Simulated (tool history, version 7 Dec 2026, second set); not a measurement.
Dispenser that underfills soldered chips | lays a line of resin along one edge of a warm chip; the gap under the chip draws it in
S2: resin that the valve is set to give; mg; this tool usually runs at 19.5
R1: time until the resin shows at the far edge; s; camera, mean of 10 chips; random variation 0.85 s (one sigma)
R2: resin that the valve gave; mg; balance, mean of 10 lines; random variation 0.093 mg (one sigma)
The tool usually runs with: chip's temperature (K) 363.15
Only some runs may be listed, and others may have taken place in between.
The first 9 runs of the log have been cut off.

At hour 70: new syringe of resin.
Run 10, hour 70.1: usual settings but S2 22.7 mg. Result: R1 72.8 s, R2 22.48 mg.
At hour 78.6: new syringe of resin.
Run 11, hour 80.9: usual settings but S2 22.7 mg. Result: R1 78.4 s, R2 22.57 mg.
At hour 86.8: new syringe of resin.
Run 12, hour 86.8: usual settings but S2 21 mg. Result: R1 72.9 s, R2 20.71 mg.
At hour 95.2: new syringe of resin.
Run 13, hour 95.8: usual settings but S2 21 mg. Result: R1 72.5 s, R2 20.9 mg.
Run 14, hour 102.1: usual settings but S2 21 mg. Result: R1 90.1 s, R2 20.69 mg.
At hour 103.2: new syringe of resin.
At hour 111.5: new syringe of resin.
Run 15, hour 113.1: usual settings but S2 21 mg. Result: R1 76.4 s, R2 20.91 mg.
At hour 119.9: new syringe of resin.
Run 16, hour 123.3: usual settings but S2 17.1 mg. Result: R1 82 s, R2 16.82 mg.
At hour 128.3: new syringe of resin.
Run 17, hour 133.5: usual settings but chip's temperature (K) 350.15. Result: R1 151.2 s, R2 19.12 mg.
At hour 136.5: new syringe of resin.
Run 18, hour 141.8: usual settings but chip's temperature (K) 350.15. Result: R1 154 s, R2 19.04 mg.
At hour 144.8: new syringe of resin.
Run 19, hour 151.7: usual settings but chip's temperature (K) 366.15, S2 24.6 mg. Result: R1 79.7 s, R2 23.83 mg.
At hour 153.5: new syringe of resin.
At hour 161.6: new syringe of resin.
Run 20, hour 162.1: usual settings but chip's temperature (K) 366.15, S2 24.6 mg. Result: R1 63.2 s, R2 23.78 mg.
At hour 169.7: new syringe of resin.
Run 21, hour 169.9: usual settings but chip's temperature (K) 360.15, S2 24.4 mg. Result: R1 81.4 s, R2 23.5 mg.
At hour 178.1: new syringe of resin.
Run 22, hour 178.8: usual settings but chip's temperature (K) 353.15, S2 21.5 mg. Result: R1 112.6 s, R2 20.65 mg.
At hour 186.5: new syringe of resin.
Run 23, hour 189.6: usual settings but chip's temperature (K) 353.15, S2 21.5 mg. Result: R1 120.4 s, R2 20.76 mg.
At hour 194.6: new syringe of resin.
Run 24, hour 194.7: usual settings but chip's temperature (K) 357.15, S2 17 mg. Result: R1 96.7 s, R2 16.34 mg.

The next listed run, before its measurement:
Run 25, hour 201.4: usual settings but chip's temperature (K) 357.15, S2 17 mg. Result: R1 ?, R2 ?.

R1: 118.7 s
R2: 16.37 mg
Had the tool carried no hidden state, the very same run would have given R1 105 s, R2 17.07 mg.

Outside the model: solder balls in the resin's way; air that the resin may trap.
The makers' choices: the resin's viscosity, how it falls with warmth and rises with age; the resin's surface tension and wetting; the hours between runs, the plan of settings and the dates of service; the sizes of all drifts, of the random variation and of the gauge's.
